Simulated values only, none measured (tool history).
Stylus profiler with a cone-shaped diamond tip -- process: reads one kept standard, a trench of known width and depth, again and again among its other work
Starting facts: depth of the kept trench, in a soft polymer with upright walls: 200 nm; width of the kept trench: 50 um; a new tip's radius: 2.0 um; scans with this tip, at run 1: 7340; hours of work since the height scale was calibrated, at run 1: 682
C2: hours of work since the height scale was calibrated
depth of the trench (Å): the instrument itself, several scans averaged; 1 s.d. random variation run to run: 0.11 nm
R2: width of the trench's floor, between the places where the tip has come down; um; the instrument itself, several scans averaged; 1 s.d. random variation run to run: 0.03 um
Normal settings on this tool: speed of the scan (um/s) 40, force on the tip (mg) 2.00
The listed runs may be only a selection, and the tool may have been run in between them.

{"run": 1, "hour": 0.0, "speed of the scan (um/s)": 40, "force on the tip (mg)": 2.0, "scans with this tip": 7340, "C2": 682, "depth of the trench (Å)": 2027.0, "R2": 47.88}
{"run": 2, "hour": 39.2, "speed of the scan (um/s)": 40, "force on the tip (mg)": 1.67, "scans with this tip": 7594, "C2": 706, "depth of the trench (Å)": 2026.7, "R2": 47.83}
{"run": 3, "hour": 84.8, "speed of the scan (um/s)": 14, "force on the tip (mg)": 2.0, "scans with this tip": 7890, "C2": 733, "depth of the trench (Å)": 2030.0, "R2": 48.06}
{"run": 4, "hour": 117.3, "speed of the scan (um/s)": 14, "force on the tip (mg)": 2.0, "scans with this tip": 8100, "C2": 753, "depth of the trench (Å)": 2030.5, "R2": 48.04}
{"run": 5, "hour": 143.3, "speed of the scan (um/s)": 14, "force on the tip (mg)": 2.0, "scans with this tip": 8269, "C2": 769, "depth of the trench (Å)": 2029.4, "R2": 48.0}
{"run": 6, "hour": 171.6, "speed of the scan (um/s)": 14, "force on the tip (mg)": 2.0, "scans with this tip": 8452, "C2": 786, "depth of the trench (Å)": 2028.7, "R2": 48.02}
{"run": 7, "hour": 215.6, "speed of the scan (um/s)": 14, "force on the tip (mg)": 2.0, "scans with this tip": 8738, "C2": 812, "depth of the trench (Å)": 2029.4, "R2": 48.05}
{"run": 8, "hour": 247.2, "speed of the scan (um/s)": 14, "force on the tip (mg)": 2.0, "scans with this tip": 8943, "C2": 831, "depth of the trench (Å)": 2029.6, "R2": 47.96}
{"run": 9, "hour": 276.6, "speed of the scan (um/s)": 14, "force on the tip (mg)": 2.0, "scans with this tip": 9133, "C2": 849, "depth of the trench (Å)": 2029.6, "R2": 48.11}
{"run": 10, "hour": 332.4, "speed of the scan (um/s)": 115, "force on the tip (mg)": 2.0, "scans with this tip": 9496, "C2": 883, "depth of the trench (Å)": 2032.0, "R2": 47.32}
{"run": 11, "hour": 364.6, "speed of the scan (um/s)": 115, "force on the tip (mg)": 2.0, "scans with this tip": 9705, "C2": 902, "depth of the trench (Å)": 2032.2, "R2": 47.36}
{"run": 12, "hour": 412.5, "speed of the scan (um/s)": 29, "force on the tip (mg)": 0.78, "scans with this tip": 10015, "C2": 931, "depth of the trench (Å)": 2018.1, "R2": 47.8}
{"run": 13, "hour": 468.4, "speed of the scan (um/s)": 18, "force on the tip (mg)": 1.4, "scans with this tip": 10378, "C2": 964, "depth of the trench (Å)": 2026.0, "R2": 47.94}
{"run": 14, "hour": 498.5, "speed of the scan (um/s)": 19, "force on the tip (mg)": 2.23, "scans with this tip": 10573, "C2": 983, "depth of the trench (Å)": 2031.4, "R2": 47.98}
{"run": 15, "hour": 542.6, "speed of the scan (um/s)": 19, "force on the tip (mg)": 2.23, "scans with this tip": 10859, "C2": 1009, "depth of the trench (Å)": 2033.6, "R2": 47.97}
{"run": 16, "hour": 592.6, "speed of the scan (um/s)": 19, "force on the tip (mg)": 2.23, "scans with this tip": 11183, "C2": 1039, "depth of the trench (Å)": 2032.1, "R2": 47.95}
{"run": 17, "hour": 633.4, "speed of the scan (um/s)": 19, "force on the tip (mg)": 2.23, "scans with this tip": 11447, "C2": 1064, "depth of the trench (Å)": 2033.7, "R2": 48.0}
{"run": 18, "hour": 675.7, "speed of the scan (um/s)": 19, "force on the tip (mg)": 2.23, "scans with this tip": 11722, "C2": 1089, "depth of the trench (Å)": 2033.8, "R2": 47.95}
{"run": 19, "hour": 707.3, "speed of the scan (um/s)": 19, "force on the tip (mg)": 2.23, "scans with this tip": 11927, "C2": 1108, "depth of the trench (Å)": 2032.0, "R2": 47.93}

3 options for the next run, each taken on its own from the tool as it stands now. Forecast them:
{"run": "A", "hour": 760.5, "speed of the scan (um/s)": 40, "force on the tip (mg)": 2.36, "scans with this tip": 12272, "C2": 1141, "depth of the trench (Å)": "?", "R2": "?"}
{"run": "B", "hour": 760.5, "speed of the scan (um/s)": 27, "force on the tip (mg)": 5.76, "scans with this tip": 12272, "C2": 1141, "depth of the trench (Å)": "?", "R2": "?"}
{"run": "C", "hour": 760.5, "speed of the scan (um/s)": 29, "force on the tip (mg)": 2.0, "scans with this tip": 12272, "C2": 1141, "depth of the trench (Å)": "?", "R2": "?"}

run=A depth_of_the_trench_(Å)=2034.1 R2=47.82
run=B depth_of_the_trench_(Å)=2057.1 R2=47.91
run=C depth_of_the_trench_(Å)=2032.8 R2=47.89
Had the tool no hidden state, the same runs would have come out as:
run=A depth_of_the_trench_(Å)=2027.0 R2=48.02
run=B depth_of_the_trench_(Å)=2049.9 R2=48.11
run=C depth_of_the_trench_(Å)=2025.7 R2=48.09
